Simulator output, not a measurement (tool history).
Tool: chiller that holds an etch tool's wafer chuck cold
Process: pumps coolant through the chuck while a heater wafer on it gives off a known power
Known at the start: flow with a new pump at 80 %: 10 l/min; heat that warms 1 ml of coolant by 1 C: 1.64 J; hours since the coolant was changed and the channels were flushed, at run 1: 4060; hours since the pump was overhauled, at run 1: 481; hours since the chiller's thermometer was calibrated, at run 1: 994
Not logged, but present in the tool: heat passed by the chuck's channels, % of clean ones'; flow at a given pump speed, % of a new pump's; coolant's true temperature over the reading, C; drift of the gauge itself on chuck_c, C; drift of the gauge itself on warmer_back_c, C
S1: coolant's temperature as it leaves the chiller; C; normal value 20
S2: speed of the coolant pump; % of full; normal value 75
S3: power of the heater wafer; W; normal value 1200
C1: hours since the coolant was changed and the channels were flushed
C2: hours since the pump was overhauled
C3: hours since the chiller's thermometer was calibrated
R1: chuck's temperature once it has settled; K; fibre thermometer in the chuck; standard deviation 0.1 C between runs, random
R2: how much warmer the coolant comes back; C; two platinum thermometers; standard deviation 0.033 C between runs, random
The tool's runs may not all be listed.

run	day	S1	S2	S3	C1	C2	C3	R1	R2
1	0	20	75	1200	4060	481	994	302.15	4.66
2	1.888	20	75	1200	4106	526	1039	302.25	4.66
3	4.283	20	75	1200	4163	584	1096	302.15	4.66
4	6.629	20	75	1200	4220	640	1153	302.35	4.68
5	9.479	20	75	1200	4288	708	1221	302.15	4.65
6	11.908	20	75	1200	4346	767	1279	302.15	4.69
7	14.962	20	75	1200	4420	840	1353	302.15	4.67
8	17.483	20	91	1200	4480	900	1413	300.85	3.81
9	20.2	20	89	1200	4545	966	1478	301.15	3.93
10	21.808	20	89	1200	4584	1004	1517	301.05	3.94
11	24.508	20	76	1200	4649	1069	1582	302.25	4.61
12	26.246	12	63	1200	4690	1111	1623	295.55	5.57
13	27.838	12	78	1200	4729	1149	1662	293.65	4.5

Consider 4 possible next runs. They are alternatives, not a sequence: every one starts from the tool as it was left by run 13. What does each give?
A	29.421	13	75	644	4767	1187	1700	?	?
B	29.421	15	75	1200	4767	1187	1700	?	?
C	29.421	11	95	1200	4767	1187	1700	?	?
D	29.421	12	78	1200	4767	1187	1700	?	?

run	R1	R2
A	290.95	2.53
B	297.15	4.7
C	291.55	3.73
D	293.95	4.52
With the hidden condition removed and each run's random variation left untouched, the same runs would have given:
run	R1	R2
A	290.95	2.53
B	297.15	4.69
C	291.55	3.73
D	293.95	4.52

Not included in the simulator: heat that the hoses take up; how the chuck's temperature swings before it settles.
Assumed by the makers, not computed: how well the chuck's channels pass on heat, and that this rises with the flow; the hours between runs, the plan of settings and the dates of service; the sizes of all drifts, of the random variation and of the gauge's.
